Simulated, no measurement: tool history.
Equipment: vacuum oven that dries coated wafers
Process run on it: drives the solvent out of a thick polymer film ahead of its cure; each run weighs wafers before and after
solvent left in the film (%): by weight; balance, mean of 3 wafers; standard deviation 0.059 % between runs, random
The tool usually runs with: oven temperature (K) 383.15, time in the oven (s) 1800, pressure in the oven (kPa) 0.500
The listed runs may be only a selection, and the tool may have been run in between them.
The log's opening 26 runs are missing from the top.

Run 27, hour 2063.6: usual settings but oven temperature (K) 374.15, time in the oven (s) 1080, pressure in the oven (kPa) 0.649. Result: solvent left in the film (%) 8.31.
Run 28, hour 2147.2: usual settings but oven temperature (K) 386.15, pressure in the oven (kPa) 0.363. Result: solvent left in the film (%) 3.06.
Run 29, hour 2226.6: usual settings but oven temperature (K) 381.15, time in the oven (s) 2640, pressure in the oven (kPa) 1.816. Result: solvent left in the film (%) 3.39.
Run 30, hour 2327.9: usual settings but oven temperature (K) 381.15, time in the oven (s) 2640, pressure in the oven (kPa) 1.816. Result: solvent left in the film (%) 3.19.
Run 31, hour 2440.7: usual settings but oven temperature (K) 370.15, time in the oven (s) 3060. Result: solvent left in the film (%) 5.16.
Run 32, hour 2538.6: usual settings but oven temperature (K) 395.15, time in the oven (s) 1680, pressure in the oven (kPa) 0.425. Result: solvent left in the film (%) 1.38.
Run 33, hour 2590.4: usual settings but oven temperature (K) 395.15, time in the oven (s) 1680, pressure in the oven (kPa) 0.425. Result: solvent left in the film (%) 1.32.
Run 34, hour 2671.5: usual settings but oven temperature (K) 395.15, time in the oven (s) 1680, pressure in the oven (kPa) 0.425. Result: solvent left in the film (%) 1.38.
Run 35, hour 2786.7: usual settings but time in the oven (s) 1860. Result: solvent left in the film (%) 3.65.
Run 36, hour 2868.0: usual settings but pressure in the oven (kPa) 0.771. Result: solvent left in the film (%) 4.05.

4 options for the next run, each taken on its own from the tool as it stands now. Forecast them:
Run A, hour 2953.2: usual settings but oven temperature (K) 377.15, pressure in the oven (kPa) 0.525. Result: solvent left in the film (%) ?.
Run B, hour 2953.2: usual settings but oven temperature (K) 377.15, pressure in the oven (kPa) 0.414. Result: solvent left in the film (%) ?.
Run C, hour 2953.2: usual settings but time in the oven (s) 2340, pressure in the oven (kPa) 1.175. Result: solvent left in the film (%) ?.
Run D, hour 2953.2: usual settings but oven temperature (K) 394.15, time in the oven (s) 1440. Result: solvent left in the film (%) ?.

run  solvent left in the film (%)
  A                          5.68
  B                          5.61
  C                          3.04
  D                          2.25
What these runs would have given with no unlogged condition in the tool:
run  solvent left in the film (%)
  A                          5.04
  B                          4.97
  C                          2.47
  D                          1.78

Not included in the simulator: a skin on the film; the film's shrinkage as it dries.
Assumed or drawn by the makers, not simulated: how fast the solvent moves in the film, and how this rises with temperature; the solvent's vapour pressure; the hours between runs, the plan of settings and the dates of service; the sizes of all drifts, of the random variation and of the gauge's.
